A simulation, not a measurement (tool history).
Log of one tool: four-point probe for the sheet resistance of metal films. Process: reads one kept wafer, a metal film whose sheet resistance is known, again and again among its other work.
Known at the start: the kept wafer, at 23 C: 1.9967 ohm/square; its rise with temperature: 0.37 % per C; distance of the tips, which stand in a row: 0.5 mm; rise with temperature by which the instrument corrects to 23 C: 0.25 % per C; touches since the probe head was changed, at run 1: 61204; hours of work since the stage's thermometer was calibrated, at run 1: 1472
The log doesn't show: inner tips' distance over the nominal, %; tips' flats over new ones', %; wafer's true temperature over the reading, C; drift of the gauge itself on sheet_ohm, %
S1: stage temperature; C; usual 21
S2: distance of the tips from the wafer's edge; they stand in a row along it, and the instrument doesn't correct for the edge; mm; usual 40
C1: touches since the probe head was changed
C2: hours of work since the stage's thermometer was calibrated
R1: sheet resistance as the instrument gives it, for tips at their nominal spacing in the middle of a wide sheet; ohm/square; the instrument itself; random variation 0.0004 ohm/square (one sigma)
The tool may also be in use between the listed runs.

{"run": 1, "day": 0.0, "S1": 21, "S2": 40, "C1": 61204, "C2": 1472, "R1": 1.997446}
{"run": 2, "day": 2.383, "S1": 21, "S2": 40, "C1": 63434, "C2": 1497, "R1": 1.998108}
{"run": 3, "day": 7.404, "S1": 21, "S2": 40, "C1": 68133, "C2": 1550, "R1": 1.997194}
{"run": 4, "day": 11.304, "S1": 34, "S2": 40, "C1": 71785, "C2": 1590, "R1": 2.028945}
{"run": 5, "day": 14.104, "S1": 34, "S2": 40, "C1": 74406, "C2": 1619, "R1": 2.027796}
{"run": 6, "day": 18.638, "S1": 34, "S2": 40, "C1": 78648, "C2": 1667, "R1": 2.028552}
{"run": 7, "day": 21.7, "S1": 34, "S2": 40, "C1": 81514, "C2": 1699, "R1": 2.02968}
{"day": 24.325, "done": "stage's thermometer calibrated"}
{"run": 8, "day": 25.429, "S1": 19, "S2": 40, "C1": 84985, "C2": 12, "R1": 1.995769}
{"run": 9, "day": 30.517, "S1": 21, "S2": 40, "C1": 89747, "C2": 65, "R1": 2.001209}
{"run": 10, "day": 34.433, "S1": 21, "S2": 40, "C1": 93410, "C2": 105, "R1": 2.001224}
{"run": 11, "day": 36.688, "S1": 24, "S2": 40, "C1": 95523, "C2": 129, "R1": 2.008559}
{"run": 12, "day": 40.129, "S1": 24, "S2": 40, "C1": 98744, "C2": 165, "R1": 2.008361}
{"run": 13, "day": 45.05, "S1": 21, "S2": 40, "C1": 103348, "C2": 216, "R1": 2.002277}
{"run": 14, "day": 49.379, "S1": 21, "S2": 40, "C1": 107400, "C2": 261, "R1": 2.002109}
{"run": 15, "day": 52.783, "S1": 21, "S2": 40, "C1": 110585, "C2": 297, "R1": 2.001539}
{"run": 16, "day": 55.062, "S1": 21, "S2": 40, "C1": 112719, "C2": 321, "R1": 2.002123}
{"run": 17, "day": 59.879, "S1": 21, "S2": 3, "C1": 117228, "C2": 371, "R1": 2.032159}
{"run": 18, "day": 62.542, "S1": 21, "S2": 3, "C1": 119721, "C2": 399, "R1": 2.031521}
{"run": 19, "day": 64.625, "S1": 21, "S2": 10, "C1": 121671, "C2": 420, "R1": 2.004735}
{"run": 20, "day": 69.575, "S1": 21, "S2": 10, "C1": 126301, "C2": 472, "R1": 2.005682}
{"run": 21, "day": 73.775, "S1": 21, "S2": 10, "C1": 130232, "C2": 516, "R1": 2.005643}
{"run": 22, "day": 76.4, "S1": 21, "S2": 5, "C1": 132690, "C2": 543, "R1": 2.013502}
{"run": 23, "day": 79.904, "S1": 21, "S2": 40, "C1": 135969, "C2": 580, "R1": 2.003671}
{"run": 24, "day": 83.192, "S1": 30, "S2": 47, "C1": 139047, "C2": 614, "R1": 2.024669}
{"run": 25, "day": 87.158, "S1": 30, "S2": 47, "C1": 142761, "C2": 655, "R1": 2.025508}
{"run": 26, "day": 90.442, "S1": 27, "S2": 28, "C1": 145834, "C2": 690, "R1": 2.018807}
{"run": 27, "day": 93.283, "S1": 21, "S2": 40, "C1": 148493, "C2": 719, "R1": 2.004068}
{"run": 28, "day": 97.612, "S1": 21, "S2": 40, "C1": 152545, "C2": 764, "R1": 2.004283}
{"run": 29, "day": 100.129, "S1": 27, "S2": 10, "C1": 154900, "C2": 791, "R1": 2.020912}
{"run": 30, "day": 103.012, "S1": 20, "S2": 40, "C1": 157596, "C2": 821, "R1": 2.000949}
{"run": 31, "day": 105.167, "S1": 27, "S2": 22, "C1": 159613, "C2": 843, "R1": 2.018777}
{"run": 32, "day": 108.783, "S1": 23, "S2": 33, "C1": 162997, "C2": 881, "R1": 2.008737}
{"run": 33, "day": 111.912, "S1": 20, "S2": 7, "C1": 165929, "C2": 913, "R1": 2.007848}
{"run": 34, "day": 116.717, "S1": 20, "S2": 7, "C1": 170424, "C2": 964, "R1": 2.007171}
{"run": 35, "day": 119.2, "S1": 35, "S2": 4, "C1": 172748, "C2": 989, "R1": 2.053894}
{"run": 36, "day": 122.142, "S1": 26, "S2": 53, "C1": 175503, "C2": 1020, "R1": 2.016975}
{"run": 37, "day": 125.329, "S1": 23, "S2": 70, "C1": 178483, "C2": 1053, "R1": 2.009488}
{"run": 38, "day": 128.0, "S1": 21, "S2": 14, "C1": 180986, "C2": 1081, "R1": 2.006786}
{"run": 39, "day": 131.212, "S1": 21, "S2": 14, "C1": 183990, "C2": 1115, "R1": 2.006065}
{"run": 40, "day": 136.162, "S1": 23, "S2": 40, "C1": 188624, "C2": 1166, "R1": 2.011142}
{"run": 41, "day": 139.171, "S1": 31, "S2": 32, "C1": 191440, "C2": 1198, "R1": 2.028811}
{"run": 42, "day": 141.417, "S1": 28, "S2": 5, "C1": 193543, "C2": 1221, "R1": 2.032499}
{"run": 43, "day": 146.55, "S1": 19, "S2": 19, "C1": 198346, "C2": 1275, "R1": 2.001657}
{"run": 44, "day": 150.362, "S1": 34, "S2": 19, "C1": 201915, "C2": 1314, "R1": 2.036755}
{"run": 45, "day": 153.725, "S1": 20, "S2": 9, "C1": 205063, "C2": 1349, "R1": 2.00778}

3 ways to go on from here, each from the tool as it stands after run 45. What would each give?
{"run": "A", "day": 157.75, "S1": 33, "S2": 9, "C1": 208828, "C2": 1391, "R1": "?"}
{"run": "B", "day": 157.75, "S1": 28, "S2": 54, "C1": 208828, "C2": 1391, "R1": "?"}
{"run": "C", "day": 157.75, "S1": 32, "S2": 6, "C1": 208828, "C2": 1391, "R1": "?"}

run=A R1=2.038423
run=B R1=2.022666
run=C R1=2.039373
Without the tool's hidden state the same runs would have given:
run=A R1=2.023918
run=B R1=2.008303
run=C R1=2.024871
